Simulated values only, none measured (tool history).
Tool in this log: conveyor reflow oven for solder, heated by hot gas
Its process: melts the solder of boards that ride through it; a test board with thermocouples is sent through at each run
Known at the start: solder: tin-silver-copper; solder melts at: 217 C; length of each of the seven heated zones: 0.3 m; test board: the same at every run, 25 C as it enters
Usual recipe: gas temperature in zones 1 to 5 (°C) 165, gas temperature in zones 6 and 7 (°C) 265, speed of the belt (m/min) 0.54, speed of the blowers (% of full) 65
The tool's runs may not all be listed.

run    hour  gas temperature in zones 1 to 5 (°C)  gas temperature in zones 6 and 7 (°C)  speed of the belt (m/min)  speed of the blowers (% of full)  highest temperature of the board (°C)  time above the solder's melting point (s)
  1       0                                   165                                    265                       0.54                                65                                  233.8                                       28.3
  2    44.1                                   165                                    265                       0.54                                65                                  234.4                                       27.5
  3     152                                   165                                    273                       0.54                                65                                  246.1                                       41.1
  4   231.4                                   165                                    265                       0.54                                65                                  237.7                                       33.4
  5   332.5                                   165                                    279                       0.54                                65                                  248.3                                       43.3
  6   390.7                                   165                                    265                       0.54                                65                                  237.2                                       32.4
  7   463.2                                   165                                    265                       0.54                                65                                  237.4                                       33.6
  8   531.4                                   165                                    265                       0.54                                88                                  242.5                                         39
  9   635.4                                   165                                    265                       0.54                                88                                  240.7                                       37.1
 10   728.4                                   165                                    265                       0.54                                88                                  240.1                                       37.3
 11   776.8                                   167                                    265                       0.54                                88                                  240.9                                       37.5
 12     854                                   167                                    265                       0.54                                88                                  240.1                                       36.3
 13   916.6                                   169                                    265                      0.447                                71                                  244.6                                       51.6
 14   984.9                                   174                                    270                      0.637                                52                                  229.6                                       17.7
 15  1081.9                                   179                                    266                      0.637                                66                                  231.4                                       23.6
 16  1176.1                                   166                                    278                      0.537                                68                                  244.5                                       39.8
 17  1279.6                                   166                                    278                      0.537                                68                                  250.5                                       45.8
 18  1329.6                                   152                                    258                       0.54                                69                                  232.4                                       23.5
 19  1406.4                                   165                                    256                       0.54                                57                                  228.8                                       23.4
 20  1495.7                                   165                                    265                      0.449                                65                                  245.2                                       50.4
 21    1590                                   165                                    265                      0.449                                65                                  244.6                                       50.4
 22  1686.8                                   154                                    265                      0.542                                65                                  234.6                                       26.3

Missing from the log above: 3 entries noted between runs. For each, name the pair of listed runs it sits between and say how the tool's hidden condition differs from the listed run just before to the listed run just after:
Logged between run 2 and run 3: flux residue cleaned out of gas plates and filters (hour 135.9)
  heat that the gas passes to the board, % of a clean oven's: 83.8 -> 99.1; belt's true speed, % of the reading: 99.55 -> 99.49; true gas temperature in zones 6 and 7 over the reading, C: -1.08 -> -1.13
  measured result minus the result with no hidden state, highest temperature of the board (°C): -6.7 -> -1; time above the solder's melting point (s): -8.3 -> -0.6
Logged between run 12 and run 13: thermocouples of zones 6 and 7 changed (hour 916.6)
  heat that the gas passes to the board, % of a clean oven's: 87.4 -> 86.6; belt's true speed, % of the reading: 99.1 -> 99.06; true gas temperature in zones 6 and 7 over the reading, C: -1.48 -> -0.29
  measured result minus the result with no hidden state, highest temperature of the board (°C): -5.5 -> -3.9; time above the solder's melting point (s): -5.4 -> -4.1
Logged between run 16 and run 17: flux residue cleaned out of gas plates and filters (hour 1194.9)
  heat that the gas passes to the board, % of a clean oven's: 82.8 -> 97.3; belt's true speed, % of the reading: 98.92 -> 98.86; true gas temperature in zones 6 and 7 over the reading, C: -0.42 -> -0.47
  measured result minus the result with no hidden state, highest temperature of the board (°C): -6.8 -> -0.8; time above the solder's melting point (s): -5.9 -> -0.2
